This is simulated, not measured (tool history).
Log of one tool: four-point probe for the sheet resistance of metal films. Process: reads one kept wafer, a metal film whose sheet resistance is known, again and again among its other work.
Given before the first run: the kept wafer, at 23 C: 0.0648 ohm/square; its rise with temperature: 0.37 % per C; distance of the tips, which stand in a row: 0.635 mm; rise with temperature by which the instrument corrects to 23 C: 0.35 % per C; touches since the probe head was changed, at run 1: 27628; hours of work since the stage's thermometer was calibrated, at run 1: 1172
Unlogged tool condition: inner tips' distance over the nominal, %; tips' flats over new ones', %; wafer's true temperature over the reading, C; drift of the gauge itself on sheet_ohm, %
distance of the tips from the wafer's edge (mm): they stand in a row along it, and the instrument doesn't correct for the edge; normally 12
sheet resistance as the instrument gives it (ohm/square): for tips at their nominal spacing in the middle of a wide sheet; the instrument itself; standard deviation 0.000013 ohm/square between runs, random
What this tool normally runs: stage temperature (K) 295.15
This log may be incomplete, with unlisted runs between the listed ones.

run	day	stage temperature (K)	distance of the tips from the wafer's edge (mm)	touches since the probe head was changed	hours of work since the stage's thermometer was calibrated	sheet resistance as the instrument gives it (ohm/square)
1	0.000	295.15	12	27628	1172	0.064969
2	2.254	295.15	8	28286	1200	0.065068
3	4.475	295.15	12	28935	1227	0.064941
4	7.671	302.15	12	29869	1266	0.064988
5	10.079	295.15	60	30572	1295	0.064827
6	12.658	295.15	60	31326	1327	0.064834
7	14.642	295.15	10	31905	1351	0.064961
8	16.725	295.15	12	32514	1376	0.064936
9	19.758	295.15	12	33400	1413	0.064938
10	22.454	295.15	12	34188	1446	0.064885
11	24.808	295.15	12	34876	1475	0.064916
12	28.046	295.15	12	35822	1514	0.064892
13	29.617	295.15	12	36281	1533	0.064885
14	32.867	295.15	3	37230	1573	0.066300
15	34.571	306.15	3	37728	1594	0.066398
16	36.012	306.15	3	38150	1611	0.066393
17	38.958	295.15	12	39010	1647	0.064866
18	40.462	293.15	25	39450	1665	0.064781
19	43.658	293.15	25	40384	1704	0.064811
20	46.554	293.15	25	41230	1740	0.064764
21	48.846	292.15	5	41900	1768	0.065283
22	51.562	292.15	5	42693	1801	0.065296
23	54.967	295.15	11	43687	1842	0.064850
24	58.192	295.15	11	44629	1881	0.064846
25	59.900	295.15	10	45129	1902	0.064899
26	61.571	296.15	50	45618	1923	0.064749
27	63.629	298.15	48	46219	1948	0.064774
28	65.588	303.15	38	46791	1971	0.064785
29	67.600	299.15	12	47379	1996	0.064832
30	71.125	296.15	4	48408	2039	0.065603
31	73.104	296.15	4	48987	2063	0.065624
32	74.546	301.15	3	49408	2081	0.066271
33	76.917	301.15	3	50101	2109	0.066248
34	78.946	301.15	3	50694	2134	0.066268

Consider 3 possible next runs. They are alternatives, not a sequence: every one starts from the tool as it was left by run 34. What does each give?
A	82.417	301.15	16	51707	2176	?
B	82.417	292.15	39	51707	2176	?
C	82.417	303.15	17	51707	2176	?

run	sheet resistance as the instrument gives it (ohm/square)
A	0.064781
B	0.064710
C	0.064791
The same runs, with their run-to-run variation unchanged, on a tool lacking any hidden condition would have given:
run	sheet resistance as the instrument gives it (ohm/square)
A	0.064882
B	0.064808
C	0.064893

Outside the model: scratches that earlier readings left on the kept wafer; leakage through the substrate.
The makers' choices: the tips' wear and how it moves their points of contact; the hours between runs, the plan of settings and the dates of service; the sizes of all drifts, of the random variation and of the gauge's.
